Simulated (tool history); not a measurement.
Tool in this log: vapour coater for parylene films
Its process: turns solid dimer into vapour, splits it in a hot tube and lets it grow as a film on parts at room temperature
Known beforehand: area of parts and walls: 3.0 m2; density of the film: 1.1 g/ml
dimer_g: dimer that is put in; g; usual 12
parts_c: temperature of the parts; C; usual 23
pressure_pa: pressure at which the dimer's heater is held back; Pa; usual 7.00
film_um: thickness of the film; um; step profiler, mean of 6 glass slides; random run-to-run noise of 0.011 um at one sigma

run	hour	dimer_g	parts_c	pressure_pa	film_um
1	0.0	12	23	7.00	2.24
2	31.5	12	23	7.00	2.23
3	59.5	12	23	7.00	2.24
4	90.9	12	23	7.00	2.23
5	131.0	7	23	7.00	1.31
6	164.6	12	34	7.00	1.42
7	225.3	12	34	7.00	1.41
8	279.0	12	34	7.00	1.43
9	332.0	12	34	7.00	1.41
10	391.0	19	23	7.00	3.51
11	450.9	12	23	7.00	2.23
12	501.3	12	23	7.00	2.23
13	557.2	12	23	7.00	2.24
14	600.4	12	23	7.00	2.22
15	661.5	7	15	3.18	1.91
16	707.3	7	15	3.18	1.92
17	738.1	7	15	3.18	1.94
18	779.9	18	28	7.00	2.73
19	807.4	18	28	7.00	2.73
20	858.8	12	27	2.01	2.11
21	889.8	8	23	7.00	1.47
22	924.6	6	31	7.00	0.81
23	985.6	12	24	3.29	2.28
24	1040.4	12	18	8.57	2.67
25	1073.0	7	23	7.00	1.30
26	1114.9	13	23	7.00	2.42
27	1168.1	13	23	7.00	2.39
28	1217.1	13	23	7.00	2.40

Missing from the log above: 2 entries noted between runs. For each, name the pair of listed runs it sits between and say how the tool's hidden condition differs from the listed run just before to the listed run just after:
Runs 3 to 4: table's thermometer calibrated (hour 90.9)
  true temperature of the parts over the reading, C: -0.04 -> 0
Runs 13 to 14: trap's valve overhauled (hour 572.6)
  vapour lost through the trap's worn valve, %: 0.2 -> 0
